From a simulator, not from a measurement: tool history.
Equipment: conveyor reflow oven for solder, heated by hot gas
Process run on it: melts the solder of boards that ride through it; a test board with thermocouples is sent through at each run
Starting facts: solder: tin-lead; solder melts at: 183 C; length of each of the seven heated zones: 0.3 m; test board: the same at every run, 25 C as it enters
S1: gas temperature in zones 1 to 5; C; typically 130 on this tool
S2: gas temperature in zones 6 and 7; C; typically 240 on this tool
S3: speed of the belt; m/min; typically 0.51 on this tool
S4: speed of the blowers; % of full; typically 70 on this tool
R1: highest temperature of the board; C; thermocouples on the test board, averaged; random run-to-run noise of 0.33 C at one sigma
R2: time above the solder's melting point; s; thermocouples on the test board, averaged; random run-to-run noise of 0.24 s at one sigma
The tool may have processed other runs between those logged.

run,hour,S1,S2,S3,S4,R1,R2
1,0,130,240,0.51,70,218,50.4
2,38.8,130,240,0.51,70,218.1,50.1
3,107.6,130,243,0.51,70,219.2,51.5
4,194.3,130,243,0.51,70,219.9,50.5
5,241.6,130,243,0.51,70,218.4,50.6
# hour 266.4: flux residue cleaned out of gas plates and filters
6,287.2,130,240,0.594,70,205.2,31.7
7,325.9,130,242,0.51,70,213.4,46.4
8,366.1,130,240,0.412,70,220.5,65.2
9,449.4,130,240,0.412,70,219.6,63.8
10,487.3,141,234,0.563,54,201.3,31.1
11,559.3,130,240,0.46,70,214.2,52.5

Below are 5 alternative next runs, each starting from the tool's condition after run 11. Predict each:
# hour 630.6: flux residue cleaned out of gas plates and filters, once more
A,630.6,130,236,0.46,70,?,?
# hour 630.6: flux residue cleaned out of gas plates and filters, once more
B,630.6,144,240,0.511,70,?,?
# hour 630.6: flux residue cleaned out of gas plates and filters, once more
C,630.6,140,240,0.495,74,?,?
# hour 630.6: flux residue cleaned out of gas plates and filters, once more
D,630.6,130,240,0.591,70,?,?
# hour 630.6: flux residue cleaned out of gas plates and filters, once more
E,630.6,135,249,0.51,70,?,?

run,R1,R2
A,220.8,59.2
B,222.8,58.7
C,224.3,60.2
D,214.9,41.7
E,229.4,59.3
Without the tool's unlogged condition, the same runs would have read:
run,R1,R2
A,221.6,59.5
B,223.5,58.9
C,225.1,60.3
D,215.6,41.9
E,230.1,59.4
